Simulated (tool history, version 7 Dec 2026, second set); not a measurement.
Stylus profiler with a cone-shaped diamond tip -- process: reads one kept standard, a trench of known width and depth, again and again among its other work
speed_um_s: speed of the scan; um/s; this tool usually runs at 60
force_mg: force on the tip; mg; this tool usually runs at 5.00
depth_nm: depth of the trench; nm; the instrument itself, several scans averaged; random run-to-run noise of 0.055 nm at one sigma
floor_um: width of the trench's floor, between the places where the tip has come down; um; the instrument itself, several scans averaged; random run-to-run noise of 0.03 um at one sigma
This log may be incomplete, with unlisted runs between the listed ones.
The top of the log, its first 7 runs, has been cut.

| run | day | speed_um_s | force_mg | depth_nm | floor_um |
|---|---|---|---|---|---|
| 8 | 5.300 | 105 | 5.00 | 204.44 | 46.10 |
| 9 | 6.162 | 105 | 5.00 | 204.62 | 46.13 |
| 10 | 6.742 | 105 | 5.00 | 204.43 | 46.16 |
| 11 | 7.317 | 60 | 5.00 | 204.56 | 46.24 |
|  | 7.408 | height scale calibrated on a step standard |
| 12 | 8.188 | 60 | 5.00 | 204.52 | 46.26 |
| 13 | 8.796 | 60 | 5.00 | 204.52 | 46.25 |
| 14 | 9.300 | 60 | 5.00 | 204.62 | 46.24 |
| 15 | 10.492 | 22 | 5.00 | 204.61 | 46.40 |
| 16 | 11.250 | 60 | 5.00 | 204.61 | 46.18 |
| 17 | 12.188 | 86 | 8.80 | 206.51 | 46.13 |
|  | 12.579 | height scale calibrated on a step standard, once more |
| 18 | 13.079 | 25 | 2.37 | 202.33 | 46.26 |
| 19 | 13.796 | 25 | 2.37 | 202.44 | 46.22 |
| 20 | 14.542 | 52 | 8.52 | 205.94 | 46.19 |
| 21 | 15.338 | 77 | 13.15 | 207.76 | 46.21 |
| 22 | 15.854 | 77 | 13.15 | 207.76 | 46.15 |
| 23 | 16.892 | 18 | 1.87 | 202.07 | 46.22 |
| 24 | 17.692 | 28 | 5.75 | 204.52 | 46.20 |
| 25 | 18.554 | 28 | 5.75 | 204.47 | 46.24 |
| 26 | 19.262 | 28 | 5.75 | 204.51 | 46.20 |
| 27 | 20.142 | 22 | 4.38 | 203.62 | 46.18 |
| 28 | 20.662 | 37 | 10.41 | 206.69 | 46.20 |
| 29 | 21.233 | 49 | 7.66 | 205.49 | 46.09 |
| 30 | 22.358 | 60 | 8.28 | 205.64 | 46.07 |
| 31 | 23.438 | 60 | 8.28 | 205.73 | 46.07 |
| 32 | 24.483 | 95 | 6.57 | 204.87 | 45.93 |

5 options for the next run, each taken on its own from the tool as it stands now. Forecast them:
| A | 25.162 | 21 | 9.01 | ? | ? |
| B | 25.162 | 63 | 4.57 | ? | ? |
| C | 25.162 | 106 | 9.81 | ? | ? |
| D | 25.162 | 60 | 2.94 | ? | ? |
| E | 25.162 | 46 | 13.66 | ? | ? |

| run | depth_nm | floor_um |
|---|---|---|
| A | 206.14 | 46.13 |
| B | 203.93 | 45.94 |
| C | 206.51 | 45.95 |
| D | 202.92 | 45.92 |
| E | 207.97 | 46.09 |
Take away the tool's hidden state, keep each run's random variation, and the runs would have read:
| run | depth_nm | floor_um |
|---|---|---|
| A | 206.15 | 47.14 |
| B | 203.94 | 46.96 |
| C | 206.53 | 46.97 |
| D | 202.93 | 46.94 |
| E | 207.99 | 47.11 |
